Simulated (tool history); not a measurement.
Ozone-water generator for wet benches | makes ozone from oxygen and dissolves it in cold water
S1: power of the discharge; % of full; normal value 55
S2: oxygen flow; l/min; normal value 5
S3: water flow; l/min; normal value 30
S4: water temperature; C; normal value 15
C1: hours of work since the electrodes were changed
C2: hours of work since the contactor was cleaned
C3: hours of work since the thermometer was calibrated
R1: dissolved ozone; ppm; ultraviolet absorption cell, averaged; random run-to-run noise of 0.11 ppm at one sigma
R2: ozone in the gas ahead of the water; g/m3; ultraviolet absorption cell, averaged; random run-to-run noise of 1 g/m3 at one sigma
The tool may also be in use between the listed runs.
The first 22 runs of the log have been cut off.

Run 23, hour 1412.1: usual settings but S1 71 % of full, S2 8.3 l/min, S3 32 l/min, S4 8 C; C1 2311; C2 132; C3 3659. Result: R1 21.4 ppm, R2 160.7 g/m3.
Run 24, hour 1464.5: usual settings but S1 71 % of full, S2 8.3 l/min, S3 32 l/min, S4 8 C; C1 2349; C2 170; C3 3698. Result: R1 21.3 ppm, R2 158.5 g/m3.
Run 25, hour 1509.2: usual settings but S2 2.94 l/min, S3 42 l/min, S4 9 C; C1 2381; C2 203; C3 3730. Result: R1 12.1 ppm, R2 265.1 g/m3.
Run 26, hour 1551.4: usual settings but S1 48 % of full, S3 24 l/min, S4 13 C; C1 2412; C2 233; C3 3761. Result: R1 19.8 ppm, R2 170.8 g/m3.
Run 27, hour 1587.7: usual settings but S1 48 % of full, S3 24 l/min, S4 13 C; C1 2438; C2 260; C3 3787. Result: R1 20 ppm, R2 170.3 g/m3.
Run 28, hour 1654.7: usual settings but S1 48 % of full, S3 24 l/min, S4 13 C; C1 2487; C2 308; C3 3836. Result: R1 19.9 ppm, R2 169.5 g/m3.
Run 29, hour 1735.5: usual settings but S1 54 % of full, S2 5.31 l/min, S3 37 l/min, S4 17 C; C1 2545; C2 367; C3 3894. Result: R1 13.9 ppm, R2 177.1 g/m3.
Run 30, hour 1771.3: usual settings but S1 42 % of full, S2 4.76 l/min, S4 18 C; C1 2571; C2 393; C3 3920. Result: R1 14.1 ppm, R2 158.9 g/m3.
Run 31, hour 1810.5: usual settings but S2 4.7 l/min, S4 19 C; C1 2600; C2 421; C3 3949. Result: R1 16.9 ppm, R2 193.7 g/m3.
Run 32, hour 1865.3: usual settings but S2 4.7 l/min, S4 19 C; C1 2640; C2 461; C3 3988. Result: R1 16.7 ppm, R2 193.9 g/m3.
Run 33, hour 1932.9: usual settings but S2 2.76 l/min, S3 22 l/min, S4 19 C; C1 2689; C2 510; C3 4037. Result: R1 21.6 ppm, R2 273.4 g/m3.
At hour 2008.5: water thermometer calibrated.
Run 34, hour 2008.5: usual settings but S2 2.76 l/min, S3 22 l/min, S4 19 C; C1 2743; C2 564; C3 0. Result: R1 21.6 ppm, R2 274.3 g/m3.

Branching from run 34: 3 alternative next runs. What would each branch give?
Run A, hour 2067.4: usual settings but S1 61 % of full, S2 2.54 l/min, S4 19 C; C1 2786; C2 607; C3 43. Result: R1 ?, R2 ?.
Run B, hour 2067.4: usual settings but S2 5.65 l/min, S3 22 l/min, S4 14 C; C1 2786; C2 607; C3 43. Result: R1 ?, R2 ?.
Run C, hour 2067.4: usual settings but S4 8 C; C1 2786; C2 607; C3 43. Result: R1 ?, R2 ?.

run    R1     R2
  A    17  309.6
  B  22.9  171.3
  C  18.6  184.7
The same runs, with their run-to-run variation unchanged, on a tool lacking any hidden condition would have given:
run    R1     R2
  A    18  323.6
  B    24  178.4
  C  19.5  192.3
